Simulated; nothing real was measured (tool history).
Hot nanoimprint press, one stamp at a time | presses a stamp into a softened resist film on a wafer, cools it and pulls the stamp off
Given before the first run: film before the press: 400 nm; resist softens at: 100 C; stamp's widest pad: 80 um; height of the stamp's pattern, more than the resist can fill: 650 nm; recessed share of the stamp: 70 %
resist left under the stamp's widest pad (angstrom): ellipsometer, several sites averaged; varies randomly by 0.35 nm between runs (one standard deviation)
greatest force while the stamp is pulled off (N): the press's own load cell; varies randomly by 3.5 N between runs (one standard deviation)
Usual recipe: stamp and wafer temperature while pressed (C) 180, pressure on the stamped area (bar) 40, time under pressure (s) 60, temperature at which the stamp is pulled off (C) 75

| run | hour | stamp and wafer temperature while pressed (C) | pressure on the stamped area (bar) | time under pressure (s) | temperature at which the stamp is pulled off (C) | resist left under the stamp's widest pad (angstrom) | greatest force while the stamp is pulled off (N) |
|---|---|---|---|---|---|---|---|
| 1 | 0 | 180 | 40 | 60 | 75 | 1730 | 220 |
| 2 | 50.7 | 180 | 40 | 60 | 75 | 1722 | 222 |
| 3 | 120.5 | 180 | 40 | 60 | 75 | 1722 | 231 |
|  | 143.3 | stamp cleaned and given a new release coat |
|  | 170.2 | plate thermocouple calibrated |
| 4 | 183.8 | 180 | 40 | 60 | 75 | 1789 | 187 |
| 5 | 243.1 | 180 | 40 | 60 | 75 | 1788 | 194 |
| 6 | 304.9 | 180 | 40 | 60 | 67 | 1781 | 243 |
| 7 | 359.9 | 180 | 40 | 60 | 75 | 1776 | 207 |
| 8 | 438.4 | 180 | 40 | 60 | 75 | 1776 | 210 |
| 9 | 503.7 | 176 | 40 | 60 | 75 | 2079 | 229 |
| 10 | 598.9 | 176 | 40 | 60 | 75 | 2068 | 229 |
|  | 619.2 | stamp cleaned and given a new release coat |
| 11 | 664.2 | 176 | 40 | 60 | 75 | 2060 | 186 |
| 12 | 751.8 | 176 | 40 | 60 | 75 | 2046 | 196 |
|  | 774.1 | plate thermocouple calibrated |
| 13 | 815.2 | 176 | 40 | 60 | 75 | 2136 | 203 |
| 14 | 877.1 | 180 | 40 | 60 | 75 | 1810 | 218 |
| 15 | 965.6 | 180 | 40 | 32 | 75 | 2188 | 232 |
| 16 | 1020 | 177 | 40 | 55 | 73 | 2082 | 246 |
| 17 | 1064.2 | 177 | 40 | 55 | 73 | 2078 | 244 |
|  | 1097.8 | stamp cleaned and given a new release coat |
| 18 | 1111.4 | 183 | 46.1 | 46 | 62 | 1610 | 233 |
|  | 1156.1 | press's hydraulic seals changed and the load cell set to zero |
| 19 | 1217.9 | 180 | 40 | 31 | 63 | 2153 | 255 |
| 20 | 1301.3 | 180 | 40 | 31 | 63 | 2142 | 261 |
|  | 1384.2 | plate thermocouple calibrated |
| 21 | 1406.6 | 180 | 40 | 105 | 75 | 1501 | 211 |
| 22 | 1493.7 | 180 | 26.2 | 105 | 79 | 1897 | 202 |
| 23 | 1564.7 | 180 | 40 | 39 | 75 | 2056 | 235 |
|  | 1583.1 | stamp cleaned and given a new release coat |
| 24 | 1627.6 | 173 | 36.4 | 54 | 83 | 2529 | 157 |
| 25 | 1697.1 | 179 | 26.8 | 61 | 71 | 2267 | 213 |
| 26 | 1758.1 | 187 | 26.8 | 61 | 76 | 1684 | 201 |
| 27 | 1805.1 | 174 | 55.9 | 60 | 75 | 1894 | 206 |
| 28 | 1902.5 | 180 | 40 | 60 | 72 | 1770 | 247 |

Predict each of these 5 candidate next runs independently; none follows another, all start after run 28:
| A | 1949.3 | 180 | 45.5 | 34 | 75 | ? | ? |
| B | 1949.3 | 180 | 61.2 | 35 | 72 | ? | ? |
| C | 1949.3 | 180 | 40 | 31 | 73 | ? | ? |
| D | 1949.3 | 187 | 40 | 60 | 83 | ? | ? |
| E | 1949.3 | 172 | 24.4 | 60 | 82 | ? | ? |

| run | resist left under the stamp's widest pad (angstrom) | greatest force while the stamp is pulled off (N) |
|---|---|---|
| A | 1967 | 224 |
| B | 1667 | 243 |
| C | 2168 | 239 |
| D | 1331 | 184 |
| E | 2949 | 184 |
Take away the tool's hidden state, keep each run's random variation, and the runs would have read:
| run | resist left under the stamp's widest pad (angstrom) | greatest force while the stamp is pulled off (N) |
|---|---|---|
| A | 1996 | 184 |
| B | 1681 | 199 |
| C | 2202 | 196 |
| D | 1352 | 151 |
| E | 3001 | 152 |

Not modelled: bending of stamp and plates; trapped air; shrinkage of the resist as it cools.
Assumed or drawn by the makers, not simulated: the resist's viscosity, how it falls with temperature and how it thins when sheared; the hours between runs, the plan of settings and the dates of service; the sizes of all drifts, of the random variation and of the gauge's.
